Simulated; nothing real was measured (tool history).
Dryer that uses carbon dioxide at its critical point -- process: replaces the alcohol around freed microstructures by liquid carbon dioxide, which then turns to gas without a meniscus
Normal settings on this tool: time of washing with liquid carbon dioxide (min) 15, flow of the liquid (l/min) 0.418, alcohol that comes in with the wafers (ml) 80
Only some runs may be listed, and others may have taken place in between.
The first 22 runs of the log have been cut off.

run,hour,time of washing with liquid carbon dioxide (min),flow of the liquid (l/min),alcohol that comes in with the wafers (ml),alcohol left in the vessel before it's heated (ppm by volume)
23,972.2,19,0.418,80,65
24,1010.3,14,0.418,33,161
25,1060.9,15,0.652,80,36
26,1120,20,0.485,97,57
27,1172.9,11,0.418,80,1178
28,1215.4,11,0.418,80,1160
29,1264.4,24,0.418,80,84
30,1310.2,24,0.418,80,94
31,1368.4,24,0.418,80,98
32,1407.9,20,0.352,24,136
# hour 1431.5: inlet filter changed
33,1471.3,18,0.284,115,1022
34,1500.3,17,0.258,39,767
35,1545.3,15,0.418,69,300
36,1573.1,10,0.353,69,2665
37,1604,10,0.336,83,3680
38,1646.7,10,0.336,83,3744
39,1691.8,10,0.336,83,3783
40,1755.9,10,0.336,83,3879
41,1804.6,10,0.336,83,3907
42,1834.8,10,0.336,83,3760
43,1893.4,10,0.336,83,3972
44,1938.4,10,0.284,80,6354
45,1972.9,10,0.284,80,6218
46,2032,10,0.284,80,6313

Forecast each of these 4 alternatives for the next run:
A,2078,13,0.29,44,?
B,2078,11,0.269,45,?
C,2078,15,0.507,80,?
D,2078,15,0.483,62,?

run,alcohol left in the vessel before it's heated (ppm by volume)
A,1672
B,3403
C,301
D,307
Without the tool's unlogged condition, the same runs would have read:
run,alcohol left in the vessel before it's heated (ppm by volume)
A,1202
B,2745
C,57
D,61
